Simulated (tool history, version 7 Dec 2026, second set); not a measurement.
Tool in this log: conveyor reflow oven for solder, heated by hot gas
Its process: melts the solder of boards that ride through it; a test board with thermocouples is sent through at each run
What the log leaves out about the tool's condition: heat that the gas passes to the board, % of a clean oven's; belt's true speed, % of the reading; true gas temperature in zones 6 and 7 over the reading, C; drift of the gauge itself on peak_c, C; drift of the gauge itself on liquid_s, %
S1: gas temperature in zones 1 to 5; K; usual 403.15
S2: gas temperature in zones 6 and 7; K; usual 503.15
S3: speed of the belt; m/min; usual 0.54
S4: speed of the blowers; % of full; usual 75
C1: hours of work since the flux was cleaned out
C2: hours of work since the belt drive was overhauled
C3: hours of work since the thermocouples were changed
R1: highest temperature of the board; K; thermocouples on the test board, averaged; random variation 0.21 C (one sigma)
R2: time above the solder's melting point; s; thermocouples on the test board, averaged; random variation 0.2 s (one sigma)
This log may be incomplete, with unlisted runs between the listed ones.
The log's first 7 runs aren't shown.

run,hour,S1,S2,S3,S4,C1,C2,C3,R1,R2
8,50.3,403.15,503.15,0.54,77,84,66,635,485.75,51.8
9,59.6,403.15,503.15,0.54,51,91,73,642,476.45,40.0
10,67.5,403.15,503.15,0.54,51,96,79,648,476.25,40.4
11,73.1,403.15,503.15,0.54,75,101,83,652,485.05,51.4
12,80.7,403.15,503.15,0.54,75,106,88,658,484.75,50.9
13,88.5,403.15,503.15,0.54,75,112,94,663,484.95,50.9
14,95.7,403.15,503.15,0.54,75,117,100,669,484.85,51.0
15,100.0,403.15,503.15,0.54,75,121,103,672,484.55,50.9
16,107.3,403.15,503.15,0.54,75,126,108,677,484.75,50.7
17,115.6,413.15,493.15,0.54,80,132,114,684,478.85,49.1

The next listed run, before its measurement:
18,121.6,413.15,493.15,0.54,80,137,119,688,?,?

Run 18 measured R1 478.65 K, R2 49.3 s.
Without the tool's hidden state the same run would have given R1 480.85 K, R2 51.9 s.
